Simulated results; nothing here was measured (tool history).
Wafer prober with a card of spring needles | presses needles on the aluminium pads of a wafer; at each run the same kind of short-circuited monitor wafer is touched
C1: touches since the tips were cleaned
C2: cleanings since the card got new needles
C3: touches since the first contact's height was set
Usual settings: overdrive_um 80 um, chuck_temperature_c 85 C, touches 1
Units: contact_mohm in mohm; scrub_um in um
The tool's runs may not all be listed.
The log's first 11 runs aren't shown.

run 12 day=3.629 | overdrive_um=80 chuck_temperature_c=85 touches=2 | C1=5362 C2=10 C3=68245 | contact_mohm=210 scrub_um=15.42
-- day=3.708 tips cleaned on abrasive film
run 13 day=4.054 | overdrive_um=80 chuck_temperature_c=85 touches=2 | C1=2752 C2=11 C3=71598 | contact_mohm=200 scrub_um=15.4
run 14 day=4.392 | overdrive_um=80 chuck_temperature_c=85 touches=1 | C1=5472 C2=11 C3=74318 | contact_mohm=232 scrub_um=15.4
-- day=4.438 tips cleaned on abrasive film
run 15 day=4.617 | overdrive_um=80 chuck_temperature_c=85 touches=1 | C1=1442 C2=12 C3=76080 | contact_mohm=206 scrub_um=15.4
run 16 day=5.05 | overdrive_um=80 chuck_temperature_c=85 touches=1 | C1=4918 C2=12 C3=79556 | contact_mohm=232 scrub_um=15.37
-- day=5.179 tips cleaned on abrasive film
run 17 day=5.321 | overdrive_um=80 chuck_temperature_c=85 touches=1 | C1=1119 C2=13 C3=81692 | contact_mohm=198 scrub_um=15.4
-- day=5.375 height of the first contact set anew
run 18 day=5.708 | overdrive_um=62 chuck_temperature_c=68 touches=1 | C1=4141 C2=13 C3=2695 | contact_mohm=257 scrub_um=11.82
-- day=5.933 tips cleaned on abrasive film
-- day=6.1 height of the first contact set anew, once more
run 19 day=6.183 | overdrive_um=62 chuck_temperature_c=68 touches=1 | C1=1920 C2=14 C3=666 | contact_mohm=231 scrub_um=12.01
run 20 day=6.508 | overdrive_um=80 chuck_temperature_c=26 touches=1 | C1=4511 C2=14 C3=3257 | contact_mohm=220 scrub_um=15.49
-- day=6.675 tips cleaned on abrasive film
run 21 day=6.9 | overdrive_um=80 chuck_temperature_c=90 touches=1 | C1=1781 C2=15 C3=6360 | contact_mohm=204 scrub_um=15.48
run 22 day=7.258 | overdrive_um=80 chuck_temperature_c=90 touches=1 | C1=4649 C2=15 C3=9228 | contact_mohm=228 scrub_um=15.49
-- day=7.425 tips cleaned on abrasive film
run 23 day=7.567 | overdrive_um=94 chuck_temperature_c=27 touches=3 | C1=1136 C2=16 C3=11693 | contact_mohm=168 scrub_um=18.17
run 24 day=7.842 | overdrive_um=64 chuck_temperature_c=60 touches=2 | C1=3319 C2=16 C3=13876 | contact_mohm=216 scrub_um=12.38
-- day=8.162 tips cleaned on abrasive film
run 25 day=8.204 | overdrive_um=80 chuck_temperature_c=72 touches=2 | C1=340 C2=17 C3=16756 | contact_mohm=181 scrub_um=15.48
run 26 day=8.688 | overdrive_um=80 chuck_temperature_c=72 touches=2 | C1=4199 C2=17 C3=20615 | contact_mohm=203 scrub_um=15.47
-- day=8.912 tips cleaned on abrasive film
run 27 day=9.017 | overdrive_um=61 chuck_temperature_c=32 touches=1 | C1=818 C2=18 C3=23224 | contact_mohm=200 scrub_um=11.78
run 28 day=9.4 | overdrive_um=60 chuck_temperature_c=85 touches=3 | C1=3885 C2=18 C3=26291 | contact_mohm=212 scrub_um=11.58
-- day=9.654 tips cleaned on abrasive film
run 29 day=9.8 | overdrive_um=60 chuck_temperature_c=85 touches=3 | C1=1170 C2=19 C3=29484 | contact_mohm=197 scrub_um=11.57
run 30 day=10.267 | overdrive_um=60 chuck_temperature_c=85 touches=3 | C1=4911 C2=19 C3=33225 | contact_mohm=214 scrub_um=11.57
-- day=10.404 tips cleaned on abrasive film
run 31 day=10.646 | overdrive_um=60 chuck_temperature_c=77 touches=2 | C1=1935 C2=20 C3=36215 | contact_mohm=212 scrub_um=11.56
run 32 day=10.896 | overdrive_um=65 chuck_temperature_c=37 touches=2 | C1=3936 C2=20 C3=38216 | contact_mohm=215 scrub_um=12.55
-- day=11.142 tips cleaned on abrasive film
run 33 day=11.35 | overdrive_um=65 chuck_temperature_c=37 touches=2 | C1=1669 C2=21 C3=41850 | contact_mohm=198 scrub_um=12.53

4 ways to go on from here, each from the tool as it stands after run 33. What would each give?
run A day=11.646 | overdrive_um=80 chuck_temperature_c=28 touches=1 | C1=4011 C2=21 C3=44192 | contact_mohm=? scrub_um=?
run B day=11.646 | overdrive_um=73 chuck_temperature_c=47 touches=1 | C1=4011 C2=21 C3=44192 | contact_mohm=? scrub_um=?
run C day=11.646 | overdrive_um=98 chuck_temperature_c=85 touches=1 | C1=4011 C2=21 C3=44192 | contact_mohm=? scrub_um=?
run D day=11.646 | overdrive_um=91 chuck_temperature_c=51 touches=1 | C1=4011 C2=21 C3=44192 | contact_mohm=? scrub_um=?

run=A contact_mohm=218 scrub_um=15.45
run=B contact_mohm=231 scrub_um=14.06
run=C contact_mohm=207 scrub_um=18.89
run=D contact_mohm=205 scrub_um=17.57
Without the tool's hidden state the same runs would have given:
run=A contact_mohm=167 scrub_um=15.51
run=B contact_mohm=172 scrub_um=14.13
run=C contact_mohm=175 scrub_um=18.95
run=D contact_mohm=167 scrub_um=17.63
